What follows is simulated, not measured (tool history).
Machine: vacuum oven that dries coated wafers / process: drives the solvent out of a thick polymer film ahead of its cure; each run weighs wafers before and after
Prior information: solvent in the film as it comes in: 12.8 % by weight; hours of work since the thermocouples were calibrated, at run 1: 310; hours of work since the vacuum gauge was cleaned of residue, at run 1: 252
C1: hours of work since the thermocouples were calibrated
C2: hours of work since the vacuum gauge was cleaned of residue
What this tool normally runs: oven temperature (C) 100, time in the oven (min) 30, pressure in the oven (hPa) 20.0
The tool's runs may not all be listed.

Run 1, hour 0.0: usual settings; C1 310; C2 252. Result: solvent left in the film (%) 3.41.
Run 2, hour 16.8: usual settings; C1 317; C2 260. Result: solvent left in the film (%) 3.42.
Run 3, hour 32.7: usual settings but time in the oven (min) 35; C1 324; C2 267. Result: solvent left in the film (%) 3.00.
Run 4, hour 50.3: usual settings but time in the oven (min) 25; C1 332; C2 275. Result: solvent left in the film (%) 4.01.
Run 5, hour 58.0: usual settings; C1 336; C2 278. Result: solvent left in the film (%) 3.41.
Run 6, hour 71.2: usual settings; C1 341; C2 284. Result: solvent left in the film (%) 3.36.
Run 7, hour 83.3: usual settings but pressure in the oven (hPa) 16.1; C1 347; C2 289. Result: solvent left in the film (%) 3.22.
Run 8, hour 94.0: usual settings but pressure in the oven (hPa) 16.1; C1 352; C2 294. Result: solvent left in the film (%) 3.18.
Run 9, hour 102.2: usual settings; C1 355; C2 298. Result: solvent left in the film (%) 3.54.
Run 10, hour 119.3: usual settings but time in the oven (min) 41; C1 363; C2 305. Result: solvent left in the film (%) 2.57.
Run 11, hour 132.3: usual settings but time in the oven (min) 41; C1 369; C2 311. Result: solvent left in the film (%) 2.46.
Run 12, hour 145.0: usual settings but time in the oven (min) 41; C1 374; C2 317. Result: solvent left in the film (%) 2.61.
Run 13, hour 160.8: usual settings; C1 381; C2 324. Result: solvent left in the film (%) 3.46.
Run 14, hour 169.7: usual settings but oven temperature (C) 96, pressure in the oven (hPa) 53.4; C1 385; C2 328. Result: solvent left in the film (%) 6.60.
Run 15, hour 185.0: usual settings but oven temperature (C) 113, time in the oven (min) 38, pressure in the oven (hPa) 30.3; C1 392; C2 334. Result: solvent left in the film (%) 1.60.
Run 16, hour 193.5: usual settings but pressure in the oven (hPa) 23.1; C1 396; C2 338. Result: solvent left in the film (%) 3.66.
Run 17, hour 211.1: usual settings but pressure in the oven (hPa) 23.1; C1 403; C2 346. Result: solvent left in the film (%) 3.58.
Run 18, hour 223.7: usual settings but pressure in the oven (hPa) 58.6; C1 409; C2 352. Result: solvent left in the film (%) 5.85.
Run 19, hour 235.1: usual settings but pressure in the oven (hPa) 58.6; C1 414; C2 357. Result: solvent left in the film (%) 5.76.
Run 20, hour 252.4: usual settings but time in the oven (min) 35; C1 422; C2 364. Result: solvent left in the film (%) 3.06.
Run 21, hour 267.0: usual settings but oven temperature (C) 96, time in the oven (min) 24, pressure in the oven (hPa) 57.8; C1 428; C2 371. Result: solvent left in the film (%) 7.49.
Run 22, hour 276.6: usual settings but oven temperature (C) 113, time in the oven (min) 18, pressure in the oven (hPa) 16.8; C1 432; C2 375. Result: solvent left in the film (%) 2.13.
Run 23, hour 287.2: usual settings but oven temperature (C) 113, time in the oven (min) 18, pressure in the oven (hPa) 16.8; C1 437; C2 380. Result: solvent left in the film (%) 1.91.
Run 24, hour 303.9: usual settings but oven temperature (C) 113, time in the oven (min) 18, pressure in the oven (hPa) 16.8; C1 445; C2 387. Result: solvent left in the film (%) 1.96.
Run 25, hour 316.2: usual settings but oven temperature (C) 113, time in the oven (min) 18, pressure in the oven (hPa) 16.8; C1 450; C2 393. Result: solvent left in the film (%) 1.93.
Run 26, hour 324.1: usual settings but time in the oven (min) 53; C1 454; C2 396. Result: solvent left in the film (%) 2.05.

Here are 4 independent what-if runs from the current tool condition. What would each one return?
Run A, hour 340.4: usual settings but pressure in the oven (hPa) 17.2; C1 461; C2 403. Result: solvent left in the film (%) ?.
Run B, hour 340.4: usual settings but oven temperature (C) 105; C1 461; C2 403. Result: solvent left in the film (%) ?.
Run C, hour 340.4: usual settings but oven temperature (C) 110, time in the oven (min) 43, pressure in the oven (hPa) 45.4; C1 461; C2 403. Result: solvent left in the film (%) ?.
Run D, hour 340.4: usual settings but oven temperature (C) 92, time in the oven (min) 24; C1 461; C2 403. Result: solvent left in the film (%) ?.

run  solvent left in the film (%)
  A                          3.20
  B                          2.46
  C                          2.60
  D                          6.11
The same runs, with their run-to-run variation unchanged, on a tool lacking any hidden condition would have given:
run  solvent left in the film (%)
  A                          3.18
  B                          2.44
  C                          2.58
  D                          6.10
